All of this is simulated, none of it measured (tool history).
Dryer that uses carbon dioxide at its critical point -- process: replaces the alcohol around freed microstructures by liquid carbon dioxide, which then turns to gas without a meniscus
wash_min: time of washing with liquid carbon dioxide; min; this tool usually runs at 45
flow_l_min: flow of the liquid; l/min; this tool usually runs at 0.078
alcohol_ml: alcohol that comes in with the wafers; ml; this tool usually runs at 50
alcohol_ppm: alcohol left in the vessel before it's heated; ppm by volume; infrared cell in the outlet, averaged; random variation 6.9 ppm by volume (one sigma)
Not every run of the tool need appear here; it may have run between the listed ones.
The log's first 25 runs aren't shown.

{"run": 26, "day": 45.533, "wash_min": 45, "flow_l_min": 0.0565, "alcohol_ml": 35, "alcohol_ppm": 1348}
{"run": 27, "day": 47.175, "wash_min": 45, "flow_l_min": 0.0565, "alcohol_ml": 35, "alcohol_ppm": 1363}
{"run": 28, "day": 48.3, "wash_min": 30, "flow_l_min": 0.1264, "alcohol_ml": 46, "alcohol_ppm": 287}
{"day": 49.438, "done": "purifier's bed changed"}
{"run": 29, "day": 49.854, "wash_min": 68, "flow_l_min": 0.0851, "alcohol_ml": 106, "alcohol_ppm": 27}
{"run": 30, "day": 52.062, "wash_min": 28, "flow_l_min": 0.0477, "alcohol_ml": 108, "alcohol_ppm": 27874}
{"run": 31, "day": 53.525, "wash_min": 28, "flow_l_min": 0.0477, "alcohol_ml": 108, "alcohol_ppm": 28572}
{"run": 32, "day": 55.325, "wash_min": 28, "flow_l_min": 0.1189, "alcohol_ml": 26, "alcohol_ppm": 291}
{"day": 57.192, "done": "inlet filter changed"}
{"run": 33, "day": 57.679, "wash_min": 40, "flow_l_min": 0.0803, "alcohol_ml": 87, "alcohol_ppm": 918}
{"run": 34, "day": 58.929, "wash_min": 60, "flow_l_min": 0.0556, "alcohol_ml": 50, "alcohol_ppm": 515}
{"run": 35, "day": 61.521, "wash_min": 57, "flow_l_min": 0.121, "alcohol_ml": 50, "alcohol_ppm": 50}
{"run": 36, "day": 62.962, "wash_min": 57, "flow_l_min": 0.121, "alcohol_ml": 51, "alcohol_ppm": 45}

Below are 4 alternative next runs, each starting from the tool's condition after run 36. Predict each:
{"run": "A", "day": 65.3, "wash_min": 45, "flow_l_min": 0.078, "alcohol_ml": 25, "alcohol_ppm": "?"}
{"run": "B", "day": 65.3, "wash_min": 45, "flow_l_min": 0.078, "alcohol_ml": 50, "alcohol_ppm": "?"}
{"run": "C", "day": 65.3, "wash_min": 36, "flow_l_min": 0.0912, "alcohol_ml": 51, "alcohol_ppm": "?"}
{"run": "D", "day": 65.3, "wash_min": 37, "flow_l_min": 0.081, "alcohol_ml": 45, "alcohol_ppm": "?"}

run=A alcohol_ppm=268
run=B alcohol_ppm=469
run=C alcohol_ppm=635
run=D alcohol_ppm=871
Had the tool no hidden state, the same runs would have come out as:
run=A alcohol_ppm=168
run=B alcohol_ppm=318
run=C alcohol_ppm=453
run=D alcohol_ppm=654
